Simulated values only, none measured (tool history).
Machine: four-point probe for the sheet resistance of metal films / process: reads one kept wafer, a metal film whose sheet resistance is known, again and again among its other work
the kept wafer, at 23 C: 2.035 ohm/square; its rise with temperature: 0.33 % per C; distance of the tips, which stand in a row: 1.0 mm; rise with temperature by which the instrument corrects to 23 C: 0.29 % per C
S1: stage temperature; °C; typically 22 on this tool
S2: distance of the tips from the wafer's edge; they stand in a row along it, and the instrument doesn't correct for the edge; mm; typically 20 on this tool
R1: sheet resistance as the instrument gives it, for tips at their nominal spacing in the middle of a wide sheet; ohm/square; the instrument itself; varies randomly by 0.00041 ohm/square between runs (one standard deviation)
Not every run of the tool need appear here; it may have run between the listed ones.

run    hour  S1  S2        R1
  1       0  22  20  2.022567
  2    42.4  22  20  2.021537
  3    93.6  22  20  2.022027
  4   171.2  19  20  2.018576
  5   256.7  19  20  2.017725
  6   320.9  32  20  2.028361
  7   379.5  22  20  2.018635
  8   458.2  22  20  2.018625
  9   534.3  18  20  2.014984
 10     604  18  20  2.014031
 11   684.3  18  20  2.013027
 12   759.1  22  20  2.016735
 13   810.6  22  20   2.03104
 14   868.5  22  20  2.030538
 15   919.8  22  20  2.030474
 16   965.4  22  20  2.029759
 17  1022.4  22  20  2.029869
 18  1101.8  22  20    2.0296
 19    1184  22  20  2.028343
 20  1262.8  22  20  2.028069
 21  1336.9  22  20  2.027618
 22  1421.6  22  20  2.027005
 23  1500.7  22   5   2.06552
 24    1544  22   5  2.065893
 25  1622.9  26  19  2.029497
 26    1667  33   6  2.061045
 27  1703.5  33   6  2.060956
 28  1764.4  33  67  2.030975
 29  1820.5  22   4  2.086238
 30    1858  21  70  2.020081
 31  1922.6  30  15  2.031744
 32  2007.3  30  15  2.031672
 33    2055  20  20  2.019419
 34  2131.7  24  20  2.022491
 35  2203.2  24  58  2.020247
 36  2277.6  24  58  2.019669
 37  2333.2  31  20  2.027035
 38  2389.3  31  20  2.026437
 39  2469.4  31  20   2.02615
 40  2554.7  31  20  2.025953
 41  2622.4  32  35  2.024135
 42  2670.6  32   9  2.036206

Taken out of this log: 1 entry between the listed runs. Where each belongs, and how the hidden state differs across it:
Logged between run 12 and run 13: new probe head fitted (hour 810.6)
  inner tips' distance over the nominal, %: -0.888 -> -0.211; tips' flats over new ones', %: 91 -> 0
  what was measured, less what the result would be without the hidden state, R1: -0.020548 -> -0.005693 ohm/square
